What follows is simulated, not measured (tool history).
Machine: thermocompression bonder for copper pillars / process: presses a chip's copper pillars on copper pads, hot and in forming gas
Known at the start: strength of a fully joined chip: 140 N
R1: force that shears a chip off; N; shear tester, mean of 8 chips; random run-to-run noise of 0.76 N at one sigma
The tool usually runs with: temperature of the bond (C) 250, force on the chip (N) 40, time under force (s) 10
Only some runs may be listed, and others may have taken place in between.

{"run": 1, "hour": 0.0, "temperature of the bond (C)": 250, "force on the chip (N)": 40, "time under force (s)": 10, "R1": 57.6}
{"run": 2, "hour": 10.7, "temperature of the bond (C)": 250, "force on the chip (N)": 40, "time under force (s)": 10, "R1": 56.7}
{"run": 3, "hour": 17.5, "temperature of the bond (C)": 255, "force on the chip (N)": 40, "time under force (s)": 10, "R1": 59.4}
{"run": 4, "hour": 32.1, "temperature of the bond (C)": 255, "force on the chip (N)": 40, "time under force (s)": 23, "R1": 79.6}
{"run": 5, "hour": 44.4, "temperature of the bond (C)": 255, "force on the chip (N)": 40, "time under force (s)": 23, "R1": 78.8}
{"run": 6, "hour": 56.2, "temperature of the bond (C)": 255, "force on the chip (N)": 40, "time under force (s)": 23, "R1": 78.4}
{"run": 7, "hour": 64.2, "temperature of the bond (C)": 255, "force on the chip (N)": 40, "time under force (s)": 23, "R1": 78.2}
{"run": 8, "hour": 78.8, "temperature of the bond (C)": 255, "force on the chip (N)": 40, "time under force (s)": 23, "R1": 78.9}
{"run": 9, "hour": 85.6, "temperature of the bond (C)": 236, "force on the chip (N)": 40, "time under force (s)": 23, "R1": 61}
{"run": 10, "hour": 91.8, "temperature of the bond (C)": 236, "force on the chip (N)": 40, "time under force (s)": 23, "R1": 61.5}
{"run": 11, "hour": 106.0, "temperature of the bond (C)": 250, "force on the chip (N)": 40, "time under force (s)": 10, "R1": 53.4}
{"run": 12, "hour": 112.5, "temperature of the bond (C)": 250, "force on the chip (N)": 40, "time under force (s)": 10, "R1": 53.1}
{"run": 13, "hour": 126.9, "temperature of the bond (C)": 250, "force on the chip (N)": 40, "time under force (s)": 10, "R1": 54.3}
{"run": 14, "hour": 136.4, "temperature of the bond (C)": 250, "force on the chip (N)": 40, "time under force (s)": 10, "R1": 52.9}
{"run": 15, "hour": 149.0, "temperature of the bond (C)": 250, "force on the chip (N)": 40, "time under force (s)": 10, "R1": 53.1}
{"run": 16, "hour": 161.2, "temperature of the bond (C)": 250, "force on the chip (N)": 40, "time under force (s)": 10, "R1": 53.7}
{"run": 17, "hour": 169.5, "temperature of the bond (C)": 250, "force on the chip (N)": 39, "time under force (s)": 10, "R1": 51.7}
{"run": 18, "hour": 178.2, "temperature of the bond (C)": 250, "force on the chip (N)": 45, "time under force (s)": 10, "R1": 59.2}
{"run": 19, "hour": 187.9, "temperature of the bond (C)": 250, "force on the chip (N)": 45, "time under force (s)": 10, "R1": 58.4}
{"run": 20, "hour": 199.2, "temperature of the bond (C)": 250, "force on the chip (N)": 45, "time under force (s)": 10, "R1": 57.9}
{"run": 21, "hour": 211.5, "temperature of the bond (C)": 250, "force on the chip (N)": 45, "time under force (s)": 10, "R1": 58.7}
{"run": 22, "hour": 220.7, "temperature of the bond (C)": 250, "force on the chip (N)": 45, "time under force (s)": 10, "R1": 58.2}
{"run": 23, "hour": 234.1, "temperature of the bond (C)": 247, "force on the chip (N)": 45, "time under force (s)": 8, "R1": 51.2}
{"run": 24, "hour": 244.0, "temperature of the bond (C)": 224, "force on the chip (N)": 38, "time under force (s)": 15, "R1": 38.6}
{"run": 25, "hour": 258.1, "temperature of the bond (C)": 224, "force on the chip (N)": 38, "time under force (s)": 15, "R1": 39.5}
{"hour": 268.0, "done": "forming gas filter changed"}
{"run": 26, "hour": 268.6, "temperature of the bond (C)": 241, "force on the chip (N)": 38, "time under force (s)": 15, "R1": 54}
{"hour": 271.4, "done": "force cell calibrated"}
{"run": 27, "hour": 279.2, "temperature of the bond (C)": 250, "force on the chip (N)": 40, "time under force (s)": 6, "R1": 45.5}
{"run": 28, "hour": 291.7, "temperature of the bond (C)": 250, "force on the chip (N)": 37, "time under force (s)": 16, "R1": 62.4}
{"run": 29, "hour": 300.9, "temperature of the bond (C)": 262, "force on the chip (N)": 35, "time under force (s)": 12, "R1": 61.1}
{"run": 30, "hour": 312.2, "temperature of the bond (C)": 256, "force on the chip (N)": 40, "time under force (s)": 5, "R1": 46.3}
{"hour": 314.9, "done": "force cell calibrated, once more"}
{"run": 31, "hour": 321.9, "temperature of the bond (C)": 256, "force on the chip (N)": 40, "time under force (s)": 5, "R1": 46.3}
{"run": 32, "hour": 330.3, "temperature of the bond (C)": 256, "force on the chip (N)": 40, "time under force (s)": 5, "R1": 45.3}
{"run": 33, "hour": 336.6, "temperature of the bond (C)": 256, "force on the chip (N)": 40, "time under force (s)": 5, "R1": 45.4}
{"run": 34, "hour": 345.5, "temperature of the bond (C)": 239, "force on the chip (N)": 55, "time under force (s)": 23, "R1": 84.5}
{"run": 35, "hour": 359.2, "temperature of the bond (C)": 239, "force on the chip (N)": 33, "time under force (s)": 27, "R1": 56.7}
{"run": 36, "hour": 365.5, "temperature of the bond (C)": 239, "force on the chip (N)": 48, "time under force (s)": 6, "R1": 45.2}
{"run": 37, "hour": 374.1, "temperature of the bond (C)": 265, "force on the chip (N)": 43, "time under force (s)": 10, "R1": 69.9}
{"run": 38, "hour": 382.0, "temperature of the bond (C)": 265, "force on the chip (N)": 43, "time under force (s)": 10, "R1": 70.5}
{"run": 39, "hour": 389.6, "temperature of the bond (C)": 250, "force on the chip (N)": 30, "time under force (s)": 10, "R1": 41.6}

Selected run-to-run steps in R1, each split into two signed amounts: the part the tool would show with no hidden state at all (from settings, incoming material and random variation), and the remainder, which goes to the hidden state together with any gauge scatter not common to the measured and the hidden-state-free results:
Hidden state present: true temperature of the bond over the reading, C; force that reaches the chip, % of what is set; oxide that the forming gas leaves, % of the face; drift of the gauge itself on shear_n, %.
Run 23 -> 24: temperature of the bond (C) 247 -> 224, force on the chip (N) 45 -> 38, time under force (s) 8 -> 15. R1 -12.6 N: hidden state +1, all else -13.6.
Run 25 -> 26: temperature of the bond (C) 224 -> 241, forming gas filter changed. R1 +14.5 N: hidden state +3, all else +11.5.
Run 33 -> 34: temperature of the bond (C) 256 -> 239, force on the chip (N) 40 -> 55, time under force (s) 5 -> 23. R1 +39.1 N: hidden state -1.2, all else +40.3.
Run 34 -> 35: force on the chip (N) 55 -> 33, time under force (s) 23 -> 27. R1 -27.8 N: hidden state +0.4, all else -28.2.
Run 38 -> 39: temperature of the bond (C) 265 -> 250, force on the chip (N) 43 -> 30. R1 -28.9 N: hidden state +1, all else -29.9.
